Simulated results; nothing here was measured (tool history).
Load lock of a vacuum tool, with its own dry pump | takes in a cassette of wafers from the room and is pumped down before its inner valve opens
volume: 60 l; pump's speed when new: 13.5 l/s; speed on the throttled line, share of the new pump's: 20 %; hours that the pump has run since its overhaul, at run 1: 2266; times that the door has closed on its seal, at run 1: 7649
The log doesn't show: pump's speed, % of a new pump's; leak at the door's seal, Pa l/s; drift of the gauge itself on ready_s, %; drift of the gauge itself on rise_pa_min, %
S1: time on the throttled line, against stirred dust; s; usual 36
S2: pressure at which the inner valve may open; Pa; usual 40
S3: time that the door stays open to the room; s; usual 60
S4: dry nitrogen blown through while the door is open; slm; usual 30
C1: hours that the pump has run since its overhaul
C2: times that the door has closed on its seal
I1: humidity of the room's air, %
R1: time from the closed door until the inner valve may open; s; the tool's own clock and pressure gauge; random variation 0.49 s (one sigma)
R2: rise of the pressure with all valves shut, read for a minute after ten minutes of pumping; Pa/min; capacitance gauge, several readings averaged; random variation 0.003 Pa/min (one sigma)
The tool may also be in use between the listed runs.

{"run": 1, "day": 0.0, "S1": 36, "S2": 40, "S3": 60, "S4": 30, "C1": 2266, "C2": 7649, "I1": 43.6, "R1": 64.8, "R2": 0.034}
{"run": 2, "day": 9.988, "S1": 29, "S2": 40, "S3": 60, "S4": 30, "C1": 2506, "C2": 8350, "I1": 41.4, "R1": 59.5, "R2": 0.034}
{"run": 3, "day": 17.933, "S1": 36, "S2": 40, "S3": 60, "S4": 4, "C1": 2697, "C2": 8908, "I1": 44.4, "R1": 65.6, "R2": 0.073}
{"run": 4, "day": 29.692, "S1": 36, "S2": 40, "S3": 60, "S4": 4, "C1": 2979, "C2": 9734, "I1": 49.4, "R1": 64.9, "R2": 0.078}
{"run": 5, "day": 39.588, "S1": 36, "S2": 40, "S3": 60, "S4": 4, "C1": 3216, "C2": 10428, "I1": 49.3, "R1": 64.9, "R2": 0.078}
{"run": 6, "day": 54.842, "S1": 36, "S2": 40, "S3": 60, "S4": 4, "C1": 3583, "C2": 11499, "I1": 43.9, "R1": 65.4, "R2": 0.077}
{"run": 7, "day": 67.571, "S1": 36, "S2": 40, "S3": 60, "S4": 30, "C1": 3888, "C2": 12392, "I1": 42.8, "R1": 66.1, "R2": 0.049}
{"run": 8, "day": 80.612, "S1": 36, "S2": 40, "S3": 60, "S4": 30, "C1": 4201, "C2": 13308, "I1": 46.8, "R1": 65.4, "R2": 0.049}
{"run": 9, "day": 89.892, "S1": 36, "S2": 40, "S3": 60, "S4": 30, "C1": 4424, "C2": 13959, "I1": 45.4, "R1": 66.4, "R2": 0.056}
{"run": 10, "day": 103.058, "S1": 36, "S2": 40, "S3": 60, "S4": 30, "C1": 4740, "C2": 14883, "I1": 46.9, "R1": 66.1, "R2": 0.056}
{"run": 11, "day": 112.921, "S1": 36, "S2": 40, "S3": 60, "S4": 30, "C1": 4976, "C2": 15575, "I1": 47.5, "R1": 66.2, "R2": 0.056}
{"run": 12, "day": 126.496, "S1": 20, "S2": 40, "S3": 60, "S4": 30, "C1": 5302, "C2": 16528, "I1": 45.4, "R1": 53.6, "R2": 0.067}
{"run": 13, "day": 133.629, "S1": 31, "S2": 52, "S3": 184, "S4": 15, "C1": 5473, "C2": 17029, "I1": 47.1, "R1": 61.2, "R2": 0.111}
{"run": 14, "day": 144.438, "S1": 21, "S2": 40, "S3": 45, "S4": 7, "C1": 5733, "C2": 17788, "I1": 46.1, "R1": 55.3, "R2": 0.086}

Forecast run 15:
{"run": 15, "day": 151.504, "S1": 47, "S2": 40, "S3": 57, "S4": 30, "C1": 5903, "C2": 18284, "I1": 48.2, "R1": "?", "R2": "?"}

R1: 75.4 s
R2: 0.072 Pa/min
Without the tool's hidden state the same run would have given R1 72.8 s, R2 0.023 Pa/min.
